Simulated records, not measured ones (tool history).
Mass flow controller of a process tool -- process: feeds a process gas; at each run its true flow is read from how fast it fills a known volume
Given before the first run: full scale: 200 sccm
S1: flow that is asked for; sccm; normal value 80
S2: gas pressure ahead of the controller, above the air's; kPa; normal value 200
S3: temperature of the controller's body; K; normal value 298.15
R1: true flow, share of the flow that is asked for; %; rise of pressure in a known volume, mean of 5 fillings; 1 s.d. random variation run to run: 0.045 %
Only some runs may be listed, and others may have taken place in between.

{"run": 1, "day": 0.0, "S1": 80, "S2": 200, "S3": 298.15, "R1": 98.15}
{"run": 2, "day": 5.812, "S1": 80, "S2": 200, "S3": 298.15, "R1": 98.12}
{"run": 3, "day": 12.362, "S1": 80, "S2": 200, "S3": 313.15, "R1": 98.98}
{"run": 4, "day": 19.617, "S1": 80, "S2": 200, "S3": 298.15, "R1": 97.96}
{"run": 5, "day": 26.883, "S1": 80, "S2": 200, "S3": 308.15, "R1": 98.49}
{"run": 6, "day": 33.617, "S1": 80, "S2": 200, "S3": 298.15, "R1": 97.85}
{"run": 7, "day": 40.338, "S1": 80, "S2": 200, "S3": 298.15, "R1": 97.81}
{"run": 8, "day": 44.621, "S1": 80, "S2": 200, "S3": 311.15, "R1": 98.5}
{"run": 9, "day": 49.983, "S1": 80, "S2": 200, "S3": 311.15, "R1": 98.45}
{"run": 10, "day": 55.517, "S1": 80, "S2": 200, "S3": 311.15, "R1": 98.32}
{"run": 11, "day": 60.604, "S1": 80, "S2": 200, "S3": 311.15, "R1": 98.39}
{"run": 12, "day": 64.875, "S1": 80, "S2": 200, "S3": 306.15, "R1": 98.01}
{"run": 13, "day": 70.442, "S1": 80, "S2": 176, "S3": 298.15, "R1": 97.7}
{"run": 14, "day": 74.862, "S1": 80, "S2": 176, "S3": 298.15, "R1": 97.7}
{"run": 15, "day": 81.558, "S1": 80, "S2": 244, "S3": 298.15, "R1": 97.14}
{"run": 16, "day": 89.212, "S1": 122, "S2": 244, "S3": 298.15, "R1": 97.57}
{"run": 17, "day": 93.988, "S1": 75, "S2": 244, "S3": 298.15, "R1": 97.03}
{"run": 18, "day": 98.825, "S1": 27, "S2": 200, "S3": 298.15, "R1": 96.47}
{"run": 19, "day": 103.229, "S1": 80, "S2": 200, "S3": 298.15, "R1": 97.25}
{"run": 20, "day": 110.708, "S1": 80, "S2": 200, "S3": 298.15, "R1": 97.21}
{"run": 21, "day": 114.046, "S1": 80, "S2": 200, "S3": 298.15, "R1": 97.11}
{"run": 22, "day": 122.121, "S1": 80, "S2": 200, "S3": 298.15, "R1": 97.08}
{"run": 23, "day": 125.575, "S1": 80, "S2": 229, "S3": 294.15, "R1": 96.61}
{"run": 24, "day": 130.408, "S1": 80, "S2": 229, "S3": 294.15, "R1": 96.55}
{"run": 25, "day": 133.871, "S1": 80, "S2": 197, "S3": 298.15, "R1": 96.97}
{"run": 26, "day": 140.267, "S1": 80, "S2": 197, "S3": 298.15, "R1": 96.97}
{"run": 27, "day": 143.892, "S1": 81, "S2": 202, "S3": 305.15, "R1": 97.3}
{"run": 28, "day": 151.492, "S1": 81, "S2": 202, "S3": 305.15, "R1": 97.26}
{"run": 29, "day": 156.475, "S1": 81, "S2": 158, "S3": 301.15, "R1": 97.19}
{"run": 30, "day": 161.342, "S1": 81, "S2": 158, "S3": 301.15, "R1": 97.25}
{"run": 31, "day": 168.125, "S1": 90, "S2": 211, "S3": 298.15, "R1": 96.71}
{"run": 32, "day": 176.45, "S1": 71, "S2": 219, "S3": 302.15, "R1": 96.47}
{"day": 180.304, "done": "gauge calibrated"}
{"run": 33, "day": 180.392, "S1": 47, "S2": 251, "S3": 311.15, "R1": 98.05}
{"run": 34, "day": 183.788, "S1": 47, "S2": 251, "S3": 311.15, "R1": 98.04}
{"run": 35, "day": 187.492, "S1": 47, "S2": 251, "S3": 311.15, "R1": 97.85}
{"run": 36, "day": 191.125, "S1": 54, "S2": 249, "S3": 293.15, "R1": 97.02}
{"run": 37, "day": 196.304, "S1": 54, "S2": 249, "S3": 293.15, "R1": 97.01}
{"run": 38, "day": 203.662, "S1": 54, "S2": 249, "S3": 293.15, "R1": 96.98}
{"run": 39, "day": 210.638, "S1": 54, "S2": 249, "S3": 293.15, "R1": 96.9}
{"run": 40, "day": 218.758, "S1": 42, "S2": 217, "S3": 295.15, "R1": 96.93}

Below, some changes in R1 between adjacent runs. For each, the amount present without the hidden state too (settings, incoming material, random variation) and the amount remaining for the hidden state with gauge scatter not shared by both compared results:
Hidden state present: flow at rest that the sensor doesn't see, % of full scale; true flow over the shown one, %; drift of the gauge itself on true_pct, %.
Run 2 -> 3: S3 298.15 -> 313.15. R1 +0.86 %: hidden state -0.06, all else +0.92.
Run 3 -> 4: S3 313.15 -> 298.15. R1 -1.02 %: hidden state -0.07, all else -0.95.
Run 31 -> 32: S1 90 -> 71, S2 211 -> 219, S3 298.15 -> 302.15. R1 -0.24 %: hidden state -0.08, all else -0.16.
Run 32 -> 33: S1 71 -> 47, S2 219 -> 251, S3 302.15 -> 311.15, gauge calibrated. R1 +1.58 %: hidden state +1.59, all else -0.01.
